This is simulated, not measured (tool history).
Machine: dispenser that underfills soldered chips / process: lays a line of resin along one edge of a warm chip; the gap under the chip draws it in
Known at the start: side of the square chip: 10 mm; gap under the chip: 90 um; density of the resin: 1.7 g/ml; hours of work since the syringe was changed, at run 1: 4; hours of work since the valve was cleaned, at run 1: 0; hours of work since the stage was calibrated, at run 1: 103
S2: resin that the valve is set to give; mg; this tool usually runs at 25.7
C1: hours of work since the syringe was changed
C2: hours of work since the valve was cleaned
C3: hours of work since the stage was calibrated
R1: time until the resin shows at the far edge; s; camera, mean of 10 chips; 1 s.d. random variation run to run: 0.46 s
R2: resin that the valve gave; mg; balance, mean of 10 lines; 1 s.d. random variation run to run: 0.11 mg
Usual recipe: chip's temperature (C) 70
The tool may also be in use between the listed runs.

{"run": 1, "hour": 0.0, "chip's temperature (C)": 70, "S2": 25.7, "C1": 4, "C2": 0, "C3": 103, "R1": 42.4, "R2": 25.62}
{"hour": 5.6, "done": "new syringe of resin"}
{"run": 2, "hour": 8.0, "chip's temperature (C)": 70, "S2": 25.7, "C1": 2, "C2": 6, "C3": 109, "R1": 38.1, "R2": 25.63}
{"hour": 16.1, "done": "new syringe of resin"}
{"run": 3, "hour": 19.2, "chip's temperature (C)": 70, "S2": 25.7, "C1": 2, "C2": 14, "C3": 117, "R1": 38.3, "R2": 25.21}
{"hour": 27.4, "done": "new syringe of resin"}
{"run": 4, "hour": 28.3, "chip's temperature (C)": 67, "S2": 25.7, "C1": 1, "C2": 21, "C3": 124, "R1": 41.5, "R2": 25.31}
{"hour": 38.7, "done": "new syringe of resin"}
{"run": 5, "hour": 41.5, "chip's temperature (C)": 67, "S2": 25.7, "C1": 2, "C2": 31, "C3": 134, "R1": 43.5, "R2": 25.04}
{"hour": 49.6, "done": "new syringe of resin"}
{"run": 6, "hour": 49.6, "chip's temperature (C)": 70, "S2": 25.7, "C1": 0, "C2": 37, "C3": 140, "R1": 33.5, "R2": 24.83}
{"hour": 60.3, "done": "new syringe of resin"}
{"run": 7, "hour": 60.6, "chip's temperature (C)": 70, "S2": 25.7, "C1": 0, "C2": 46, "C3": 149, "R1": 34.2, "R2": 24.94}
{"hour": 66.3, "done": "dispensing valve cleaned and set on the balance"}
{"hour": 71.9, "done": "new syringe of resin"}
{"run": 8, "hour": 72.7, "chip's temperature (C)": 70, "S2": 32.8, "C1": 1, "C2": 5, "C3": 157, "R1": 35.1, "R2": 32.74}
{"run": 9, "hour": 81.3, "chip's temperature (C)": 70, "S2": 32.8, "C1": 7, "C2": 11, "C3": 164, "R1": 47.8, "R2": 32.86}
{"hour": 82.3, "done": "new syringe of resin"}
{"run": 10, "hour": 89.1, "chip's temperature (C)": 62, "S2": 25.7, "C1": 5, "C2": 17, "C3": 170, "R1": 63.7, "R2": 25.47}
{"hour": 93.3, "done": "new syringe of resin"}
{"run": 11, "hour": 96.7, "chip's temperature (C)": 55, "S2": 24.9, "C1": 3, "C2": 23, "C3": 175, "R1": 77.7, "R2": 24.52}
{"hour": 103.9, "done": "new syringe of resin"}
{"run": 12, "hour": 105.5, "chip's temperature (C)": 60, "S2": 22.9, "C1": 1, "C2": 30, "C3": 182, "R1": 58.7, "R2": 22.33}

Table of differences, measured result less the result of that run with no hidden state. Run-to-run variation is the same in both. Gauge scatter possibly is not:
Unlogged tool condition in this case: resin's viscosity, % of fresh resin's; dose that the valve gives, % of what is set; true chip temperature over the reading, C; drift of the gauge itself on fill_s, %; drift of the gauge itself on given_mg, %.
run=1 R1=+6.8 R2=+0.01
run=2 R1=+2.7 R2=-0.11
run=3 R1=+3.3 R2=-0.29
run=4 R1=+0.8 R2=-0.46
run=5 R1=+2.6 R2=-0.67
run=6 R1=-1.4 R2=-0.81
run=7 R1=-0.9 R2=-1.02
run=8 R1=+0.1 R2=-0.06
run=9 R1=+13.5 R2=-0.23
run=10 R1=+11.9 R2=-0.3
run=11 R1=+5.2 R2=-0.41
run=12 R1=+1.1 R2=-0.49
